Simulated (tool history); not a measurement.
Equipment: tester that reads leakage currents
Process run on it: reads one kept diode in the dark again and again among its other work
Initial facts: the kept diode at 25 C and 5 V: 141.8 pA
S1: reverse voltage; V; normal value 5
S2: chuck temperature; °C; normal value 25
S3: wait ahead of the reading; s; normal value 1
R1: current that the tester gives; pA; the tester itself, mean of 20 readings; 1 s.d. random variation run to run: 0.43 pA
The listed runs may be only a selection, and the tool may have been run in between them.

run,hour,S1,S2,S3,R1
1,0,5,25,1,173.76
2,27.2,5,25,1,174.55
# hour 39.8: chuck's temperature calibrated
3,63.2,5,25,1,144.49
4,109.2,5,25,1,146.57
5,146.2,5,25,0.77,148.18
6,187.9,5,25,0.42,150.57
7,237.5,5,25,0.42,152.78
8,269.1,5,29,1,211.77
9,314.7,5,25,1,153.81
10,363.1,5,25,1,155.26
11,401.6,5,25,1,156.93
12,424.2,5,23,1,133
13,448.3,5,36,1,385.41
14,489.1,5,36,1,389.25
15,531.7,5,36,1,391.07
16,581,10.29,36,1,520.15
17,617.8,5,25,1,165.89
18,661.7,5,25,1,167.54
19,684,5,25,1,167.76
20,711.9,5,25,1,169.73
21,752.3,16.59,25,1,268.53
22,794.3,16.59,39,1,817.05
23,823.9,5,49,1,1102.65
24,872.5,5,28,5.92,223.6
# hour 896: chuck's temperature calibrated
25,911.6,5,28,5.92,184.01
26,953.4,1.21,24,7.97,78.2
27,990.6,16.42,21,1,164.16
28,1032.2,15.05,38,0.36,639.84
29,1081,15.05,59,0.97,2930.81
30,1120,16.48,25,0.52,239.35
31,1157.4,16.48,25,0.52,241.23
32,1187.2,16.48,25,0.52,244.56
33,1237.5,1.46,26,1,106.15
34,1266.3,12.46,23,1.09,186.92
35,1291.9,6.49,32,1.09,306.22
36,1315,6.49,32,1.09,307.62
37,1343.7,6.49,32,1.09,309.39
38,1373.2,2.53,35,6.24,276.02
39,1398.2,2.53,35,6.24,280.06
40,1447.6,5,20,9.91,106.17

Forecast each of these 3 alternatives for the next run:
A,1471.3,5,20,4.35,?
B,1471.3,3.61,46,0.56,?
C,1471.3,3.02,20,0.68,?

run,R1
A,107.47
B,748.21
C,89.41
What these runs would have given with no unlogged condition in the tool:
run,R1
A,92.9
B,664.47
C,77.48

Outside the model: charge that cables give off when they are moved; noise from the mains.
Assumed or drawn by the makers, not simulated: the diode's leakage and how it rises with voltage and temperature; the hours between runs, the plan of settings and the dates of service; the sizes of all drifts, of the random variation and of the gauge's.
